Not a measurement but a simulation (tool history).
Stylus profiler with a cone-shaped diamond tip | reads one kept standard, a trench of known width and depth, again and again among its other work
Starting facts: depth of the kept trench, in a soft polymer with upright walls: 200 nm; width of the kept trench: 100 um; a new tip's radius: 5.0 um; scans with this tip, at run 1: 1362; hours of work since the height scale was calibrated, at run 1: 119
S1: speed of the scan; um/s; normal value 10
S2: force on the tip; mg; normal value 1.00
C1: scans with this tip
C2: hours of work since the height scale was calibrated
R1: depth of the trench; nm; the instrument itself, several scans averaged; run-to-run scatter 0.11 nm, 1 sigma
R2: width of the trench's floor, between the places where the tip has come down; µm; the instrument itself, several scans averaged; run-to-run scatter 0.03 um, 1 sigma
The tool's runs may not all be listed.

{"run": 1, "day": 0.0, "S1": 10, "S2": 1.0, "C1": 1362, "C2": 119, "R1": 200.58, "R2": 97.15}
{"run": 2, "day": 0.471, "S1": 10, "S2": 0.66, "C1": 1439, "C2": 126, "R1": 200.32, "R2": 97.12}
{"run": 3, "day": 1.312, "S1": 10, "S2": 0.66, "C1": 1577, "C2": 138, "R1": 200.06, "R2": 97.05}
{"run": 4, "day": 2.242, "S1": 10, "S2": 0.72, "C1": 1729, "C2": 152, "R1": 200.41, "R2": 97.08}
{"run": 5, "day": 3.317, "S1": 10, "S2": 1.0, "C1": 1904, "C2": 167, "R1": 200.38, "R2": 97.13}
{"run": 6, "day": 4.258, "S1": 10, "S2": 1.0, "C1": 2059, "C2": 181, "R1": 200.58, "R2": 97.09}
{"run": 7, "day": 5.088, "S1": 10, "S2": 1.0, "C1": 2194, "C2": 192, "R1": 200.66, "R2": 97.09}
{"run": 8, "day": 5.862, "S1": 10, "S2": 1.0, "C1": 2321, "C2": 204, "R1": 200.63, "R2": 97.09}
{"run": 9, "day": 6.904, "S1": 20, "S2": 0.44, "C1": 2492, "C2": 219, "R1": 200.32, "R2": 96.96}
{"run": 10, "day": 7.392, "S1": 2, "S2": 0.73, "C1": 2571, "C2": 226, "R1": 200.39, "R2": 97.2}
{"day": 7.458, "done": "height scale calibrated on a step standard"}
{"run": 11, "day": 8.175, "S1": 8, "S2": 0.68, "C1": 2696, "C2": 10, "R1": 200.3, "R2": 97.05}
{"run": 12, "day": 9.138, "S1": 8, "S2": 0.68, "C1": 2854, "C2": 24, "R1": 200.3, "R2": 97.04}

Run 13, settings as shown, results not yet in. Your forecast:
{"run": 13, "day": 10.175, "S1": 11, "S2": 1.34, "C1": 3024, "C2": 39, "R1": "?", "R2": "?"}

{"run 13": {"R1": 200.63, "R2": 97.09}}
Without the tool's hidden state the same run would have given R1 200.88 nm, R2 97.13 µm.

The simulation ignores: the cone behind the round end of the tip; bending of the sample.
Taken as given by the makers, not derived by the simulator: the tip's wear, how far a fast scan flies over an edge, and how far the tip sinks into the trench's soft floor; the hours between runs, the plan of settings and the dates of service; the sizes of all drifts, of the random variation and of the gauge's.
